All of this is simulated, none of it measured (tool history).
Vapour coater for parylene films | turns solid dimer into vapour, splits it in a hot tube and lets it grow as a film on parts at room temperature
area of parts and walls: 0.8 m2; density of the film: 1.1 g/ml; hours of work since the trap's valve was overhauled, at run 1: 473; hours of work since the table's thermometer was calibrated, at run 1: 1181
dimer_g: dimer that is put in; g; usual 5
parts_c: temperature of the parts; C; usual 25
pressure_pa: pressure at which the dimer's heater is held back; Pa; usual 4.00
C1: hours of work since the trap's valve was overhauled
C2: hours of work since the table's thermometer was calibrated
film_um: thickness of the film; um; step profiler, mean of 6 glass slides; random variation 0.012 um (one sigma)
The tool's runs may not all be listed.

run 1 hour=0.0 | dimer_g=5 parts_c=25 pressure_pa=4.00 | C1=473 C2=1181 | film_um=2.82
run 2 hour=44.9 | dimer_g=5 parts_c=25 pressure_pa=4.00 | C1=511 C2=1220 | film_um=2.81
run 3 hour=81.9 | dimer_g=5 parts_c=25 pressure_pa=4.00 | C1=543 C2=1252 | film_um=2.81
run 4 hour=142.3 | dimer_g=5 parts_c=25 pressure_pa=4.00 | C1=596 C2=1304 | film_um=2.79
run 5 hour=205.4 | dimer_g=5 parts_c=25 pressure_pa=4.00 | C1=650 C2=1358 | film_um=2.79
-- hour=222.7 trap's valve overhauled
run 6 hour=266.4 | dimer_g=5 parts_c=25 pressure_pa=4.00 | C1=38 C2=1408 | film_um=2.98
run 7 hour=327.7 | dimer_g=5 parts_c=25 pressure_pa=4.00 | C1=91 C2=1461 | film_um=2.98
run 8 hour=360.0 | dimer_g=5 parts_c=25 pressure_pa=4.00 | C1=119 C2=1489 | film_um=2.97
run 9 hour=406.6 | dimer_g=5 parts_c=25 pressure_pa=5.91 | C1=159 C2=1529 | film_um=2.73
run 10 hour=466.1 | dimer_g=5 parts_c=25 pressure_pa=8.02 | C1=210 C2=1580 | film_um=2.58
run 11 hour=503.8 | dimer_g=5 parts_c=25 pressure_pa=8.02 | C1=243 C2=1613 | film_um=2.58
run 12 hour=537.5 | dimer_g=5 parts_c=25 pressure_pa=4.00 | C1=272 C2=1642 | film_um=2.91
run 13 hour=599.7 | dimer_g=5 parts_c=25 pressure_pa=4.00 | C1=326 C2=1696 | film_um=2.91
run 14 hour=660.0 | dimer_g=5 parts_c=25 pressure_pa=4.00 | C1=378 C2=1748 | film_um=2.90
run 15 hour=717.3 | dimer_g=5 parts_c=25 pressure_pa=4.00 | C1=427 C2=1797 | film_um=2.91
run 16 hour=757.0 | dimer_g=5 parts_c=25 pressure_pa=4.00 | C1=462 C2=1832 | film_um=2.89
run 17 hour=804.0 | dimer_g=5 parts_c=25 pressure_pa=8.96 | C1=502 C2=1872 | film_um=2.45
run 18 hour=835.7 | dimer_g=5 parts_c=25 pressure_pa=7.13 | C1=530 C2=1900 | film_um=2.57
run 19 hour=889.9 | dimer_g=5 parts_c=25 pressure_pa=7.13 | C1=576 C2=1946 | film_um=2.55
run 20 hour=944.2 | dimer_g=5 parts_c=19 pressure_pa=4.00 | C1=623 C2=1993 | film_um=3.23
-- hour=952.4 table's thermometer calibrated
run 21 hour=977.3 | dimer_g=5 parts_c=19 pressure_pa=4.00 | C1=651 C2=21 | film_um=3.13
-- hour=989.6 trap's valve overhauled
run 22 hour=1037.2 | dimer_g=5 parts_c=19 pressure_pa=4.00 | C1=41 C2=70 | film_um=3.32
run 23 hour=1079.1 | dimer_g=5 parts_c=25 pressure_pa=4.00 | C1=77 C2=106 | film_um=2.90
run 24 hour=1138.1 | dimer_g=3 parts_c=37 pressure_pa=4.00 | C1=128 C2=157 | film_um=1.32
run 25 hour=1184.4 | dimer_g=3 parts_c=37 pressure_pa=4.00 | C1=168 C2=197 | film_um=1.32
run 26 hour=1241.4 | dimer_g=3 parts_c=37 pressure_pa=4.00 | C1=218 C2=246 | film_um=1.32
run 27 hour=1282.5 | dimer_g=3 parts_c=37 pressure_pa=4.00 | C1=253 C2=282 | film_um=1.32
run 28 hour=1323.8 | dimer_g=2 parts_c=24 pressure_pa=4.00 | C1=289 C2=317 | film_um=1.17
run 29 hour=1359.2 | dimer_g=2 parts_c=24 pressure_pa=4.00 | C1=319 C2=348 | film_um=1.15
run 30 hour=1403.8 | dimer_g=7 parts_c=33 pressure_pa=2.49 | C1=358 C2=387 | film_um=3.64
run 31 hour=1438.9 | dimer_g=7 parts_c=25 pressure_pa=11.21 | C1=388 C2=417 | film_um=3.24
run 32 hour=1486.3 | dimer_g=7 parts_c=25 pressure_pa=10.95 | C1=429 C2=458 | film_um=3.25
run 33 hour=1532.9 | dimer_g=6 parts_c=22 pressure_pa=2.12 | C1=469 C2=498 | film_um=4.06
run 34 hour=1570.3 | dimer_g=2 parts_c=25 pressure_pa=3.19 | C1=502 C2=530 | film_um=1.15
run 35 hour=1604.8 | dimer_g=4 parts_c=22 pressure_pa=8.79 | C1=532 C2=560 | film_um=2.05
run 36 hour=1650.8 | dimer_g=4 parts_c=22 pressure_pa=8.79 | C1=571 C2=600 | film_um=2.03
run 37 hour=1684.0 | dimer_g=5 parts_c=25 pressure_pa=5.09 | C1=600 C2=629 | film_um=2.64
run 38 hour=1731.3 | dimer_g=7 parts_c=25 pressure_pa=4.00 | C1=641 C2=669 | film_um=3.86
-- hour=1756.3 trap's valve overhauled
run 39 hour=1775.0 | dimer_g=7 parts_c=25 pressure_pa=4.00 | C1=16 C2=704 | film_um=4.17
run 40 hour=1831.8 | dimer_g=7 parts_c=23 pressure_pa=11.17 | C1=65 C2=753 | film_um=3.50
run 41 hour=1869.7 | dimer_g=7 parts_c=23 pressure_pa=11.17 | C1=98 C2=786 | film_um=3.51
run 42 hour=1907.3 | dimer_g=7 parts_c=23 pressure_pa=11.17 | C1=130 C2=818 | film_um=3.53
run 43 hour=1939.9 | dimer_g=2 parts_c=25 pressure_pa=11.88 | C1=159 C2=846 | film_um=0.95
run 44 hour=1993.0 | dimer_g=7 parts_c=25 pressure_pa=4.00 | C1=205 C2=892 | film_um=4.09
run 45 hour=2027.7 | dimer_g=7 parts_c=25 pressure_pa=4.00 | C1=235 C2=922 | film_um=4.07
run 46 hour=2074.3 | dimer_g=7 parts_c=25 pressure_pa=4.00 | C1=275 C2=962 | film_um=4.05

Hidden state at the last listed run before each entry between runs and at the first one after, where it differs:
Between runs 5 and 6: trap's valve overhauled (hour 222.7)
  vapour lost through the trap's worn valve, %: 7.1 -> 0.7; true temperature of the parts over the reading, C: -0.95 -> -0.98
  measured less the result without the state, film_um: -0.16 -> +0.04 um
Between runs 20 and 21: table's thermometer calibrated (hour 952.4)
  vapour lost through the trap's worn valve, %: 6.6 -> 6.9; true temperature of the parts over the reading, C: -1.36 -> 0.11
  measured less the result without the state, film_um: -0.13 -> -0.24 um
Between runs 21 and 22: trap's valve overhauled (hour 989.6)
  vapour lost through the trap's worn valve, %: 6.9 -> 1.1; true temperature of the parts over the reading, C: 0.11 -> 0.08
  measured less the result without the state, film_um: -0.24 -> -0.04 um
Between runs 38 and 39: trap's valve overhauled (hour 1756.3)
  vapour lost through the trap's worn valve, %: 7 -> 0.3; true temperature of the parts over the reading, C: -0.31 -> -0.33
  measured less the result without the state, film_um: -0.27 -> +0.01 um
